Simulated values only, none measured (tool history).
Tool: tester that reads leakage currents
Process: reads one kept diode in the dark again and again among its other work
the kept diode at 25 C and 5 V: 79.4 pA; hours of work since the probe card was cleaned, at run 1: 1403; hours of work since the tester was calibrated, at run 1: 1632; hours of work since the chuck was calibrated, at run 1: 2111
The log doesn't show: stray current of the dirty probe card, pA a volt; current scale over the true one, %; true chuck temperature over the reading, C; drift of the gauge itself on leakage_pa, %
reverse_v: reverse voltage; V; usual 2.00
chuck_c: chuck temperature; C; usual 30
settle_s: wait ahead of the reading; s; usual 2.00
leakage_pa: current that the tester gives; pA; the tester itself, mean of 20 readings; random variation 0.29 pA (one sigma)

run,hour,reverse_v,chuck_c,settle_s,hours of work since the probe card was cleaned,hours of work since the tester was calibrated,hours of work since the chuck was calibrated,leakage_pa
1,0.0,2.00,30,2.00,1403,1632,2111,85.91
# hour 202.9: chuck's temperature calibrated
2,213.8,2.00,60,2.00,1551,1780,8,932.96
3,322.2,2.00,60,2.00,1627,1856,84,934.93
4,430.2,2.00,30,2.00,1703,1932,159,77.07
5,651.4,2.00,30,2.00,1857,2087,314,76.27
6,790.2,2.00,30,2.00,1955,2184,411,76.48
7,999.9,2.00,42,2.00,2101,2331,558,212.67
8,1139.2,2.00,42,2.00,2199,2428,655,211.89
9,1288.0,2.00,42,2.00,2303,2532,759,211.60
10,1490.4,2.62,42,4.02,2445,2674,901,228.60
# hour 1568.7: tester calibrated
# hour 1592.4: chuck's temperature calibrated, once more
11,1599.1,2.62,42,4.02,2518,20,5,303.63
12,1753.6,2.00,44,2.00,2626,128,113,326.41
13,1881.1,2.00,44,2.00,2715,217,202,325.84
14,2046.8,2.00,30,0.65,2831,333,318,99.63
# hour 2146.7: probe card cleaned and baked
15,2250.6,2.38,31,9.31,73,474,459,107.89
16,2387.3,1.29,31,8.69,168,569,554,88.69

5 ways to go on from here, each from the tool as it stands after run 16. What would each give?
A,2537.3,2.00,30,8.23,273,674,659,?
B,2537.3,4.89,31,2.00,273,674,659,?
C,2537.3,2.00,31,0.85,273,674,659,?
D,2537.3,1.43,35,1.65,273,674,659,?
E,2537.3,12.77,31,8.69,273,674,659,?

run,leakage_pa
A,92.37
B,133.07
C,101.12
D,130.01
E,179.42
Without the tool's hidden state the same runs would have given:
run,leakage_pa
A,95.88
B,137.59
C,104.97
D,135.09
E,184.03
